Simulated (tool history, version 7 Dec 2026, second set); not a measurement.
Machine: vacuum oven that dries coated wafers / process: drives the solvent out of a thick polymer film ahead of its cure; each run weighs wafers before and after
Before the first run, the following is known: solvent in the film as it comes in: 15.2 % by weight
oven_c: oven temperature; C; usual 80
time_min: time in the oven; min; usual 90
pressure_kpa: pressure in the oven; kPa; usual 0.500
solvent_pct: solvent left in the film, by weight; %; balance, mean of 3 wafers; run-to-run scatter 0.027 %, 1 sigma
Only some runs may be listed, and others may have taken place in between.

run	day	oven_c	time_min	pressure_kpa	solvent_pct
1	0.000	80	90	0.500	1.34
2	3.688	80	120	0.500	0.72
3	7.242	80	120	1.965	1.31
4	9.875	80	120	1.965	1.33
5	14.425	80	120	1.965	1.25
6	18.983	80	120	0.262	0.57
7	23.696	80	90	1.414	1.65
8	25.958	80	50	0.500	3.24
9	28.279	80	90	0.406	1.22
10	32.050	80	90	0.406	1.14
11	33.958	80	90	0.406	1.20
12	36.042	80	135	0.406	0.44
13	40.362	80	75	0.500	1.67
14	44.862	80	94	0.500	1.04
15	48.429	80	90	0.718	1.21
16	52.271	80	90	0.500	1.22
17	54.167	80	90	0.500	1.20
18	57.212	80	90	0.500	1.14
# day 58.467: oven's thermocouples calibrated
19	60.096	80	90	0.500	1.51
20	64.354	80	90	0.500	1.57
21	67.283	80	90	0.500	1.49
22	70.758	80	90	0.500	1.47
23	74.662	80	90	0.556	1.49
24	77.454	80	52	1.644	3.81
25	80.071	83	52	0.805	2.60
26	83.892	83	56	0.612	2.25
27	86.312	83	56	0.612	2.17
28	88.804	83	56	0.803	2.29
29	91.488	80	56	0.450	3.02
30	94.021	80	52	0.542	3.38
31	96.171	95	52	0.842	0.39
32	98.696	95	52	0.842	0.45
33	100.946	80	107	0.500	1.00
34	104.417	80	107	0.500	1.00
35	108.821	69	107	0.386	4.12
36	111.025	68	58	0.314	7.01
37	114.571	67	55	1.522	8.08
38	117.746	85	127	1.583	0.72
39	122.288	80	106	1.104	1.24
40	124.821	80	106	1.104	1.21
41	127.638	80	89	1.104	1.56
42	131.900	80	89	1.104	1.59
43	135.500	70	156	1.104	2.63
44	138.529	81	156	1.104	0.69
45	140.675	77	79	1.247	2.74

How would selected steps in solvent_pct from run to run divide? Give the signed amount a tool lacking its hidden state would still show from settings, what came in and random variation, and the signed amount left for the hidden state, including any gauge scatter that is not in both of the compared results.
The tool's hidden condition here consists of: true wafer temperature over the reading, C; true pressure over the reading, kPa; drift of the gauge itself on solvent_pct, %.
Run 18 -> 19: oven's thermocouples calibrated. solvent_pct +0.37 %: hidden state +0.37, all else +0.00.
Run 30 -> 31: oven_c 80 -> 95, pressure_kpa 0.542 -> 0.842. solvent_pct -2.99 %: hidden state +0.14, all else -3.13.
Run 34 -> 35: oven_c 80 -> 69, pressure_kpa 0.500 -> 0.386. solvent_pct +3.12 %: hidden state -0.17, all else +3.29.
Run 37 -> 38: oven_c 67 -> 85, time_min 55 -> 127, pressure_kpa 1.522 -> 1.583. solvent_pct -7.36 %: hidden state +0.25, all else -7.61.
Run 43 -> 44: oven_c 70 -> 81. solvent_pct -1.94 %: hidden state +0.28, all else -2.22.
Run 44 -> 45: oven_c 81 -> 77, time_min 156 -> 79, pressure_kpa 1.104 -> 1.247. solvent_pct +2.05 %: hidden state -0.36, all else +2.41.
